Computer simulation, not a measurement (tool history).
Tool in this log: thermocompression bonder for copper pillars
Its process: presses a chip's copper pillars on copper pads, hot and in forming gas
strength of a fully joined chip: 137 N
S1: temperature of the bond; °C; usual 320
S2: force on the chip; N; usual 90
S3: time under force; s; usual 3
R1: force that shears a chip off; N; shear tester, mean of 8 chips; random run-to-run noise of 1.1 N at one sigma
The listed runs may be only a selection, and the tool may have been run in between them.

{"run": 1, "hour": 0.0, "S1": 320, "S2": 90, "S3": 3, "R1": 87.1}
{"hour": 10.4, "done": "heater calibrated with a thermocouple chip"}
{"run": 2, "hour": 25.7, "S1": 320, "S2": 90, "S3": 3, "R1": 91}
{"run": 3, "hour": 43.9, "S1": 320, "S2": 90, "S3": 3, "R1": 88.6}
{"run": 4, "hour": 56.7, "S1": 320, "S2": 90, "S3": 3, "R1": 89.3}
{"hour": 72.8, "done": "forming gas filter changed"}
{"run": 5, "hour": 74.8, "S1": 320, "S2": 90, "S3": 2, "R1": 89.8}
{"run": 6, "hour": 91.8, "S1": 320, "S2": 90, "S3": 2, "R1": 89.5}
{"run": 7, "hour": 112.9, "S1": 315, "S2": 90, "S3": 3, "R1": 92.2}
{"run": 8, "hour": 132.9, "S1": 315, "S2": 90, "S3": 3, "R1": 95}
{"run": 9, "hour": 157.9, "S1": 315, "S2": 90, "S3": 3, "R1": 91.8}
{"run": 10, "hour": 177.1, "S1": 315, "S2": 90, "S3": 3, "R1": 92.5}
{"run": 11, "hour": 190.8, "S1": 315, "S2": 90, "S3": 3, "R1": 92.8}
{"run": 12, "hour": 206.3, "S1": 315, "S2": 90, "S3": 3, "R1": 92.7}
{"run": 13, "hour": 225.5, "S1": 315, "S2": 90, "S3": 3, "R1": 91.7}
{"run": 14, "hour": 244.9, "S1": 315, "S2": 90, "S3": 3, "R1": 90.3}
{"run": 15, "hour": 264.1, "S1": 320, "S2": 121, "S3": 3, "R1": 103}
{"run": 16, "hour": 275.7, "S1": 320, "S2": 121, "S3": 4, "R1": 110.3}

The next listed run, before its measurement:
{"run": 17, "hour": 293.1, "S1": 320, "S2": 121, "S3": 4, "R1": "?"}

{"run 17": {"R1": 107.1}}
If the tool had no hidden condition, the same run with the same run-to-run variation would have returned R1 117.9 N.

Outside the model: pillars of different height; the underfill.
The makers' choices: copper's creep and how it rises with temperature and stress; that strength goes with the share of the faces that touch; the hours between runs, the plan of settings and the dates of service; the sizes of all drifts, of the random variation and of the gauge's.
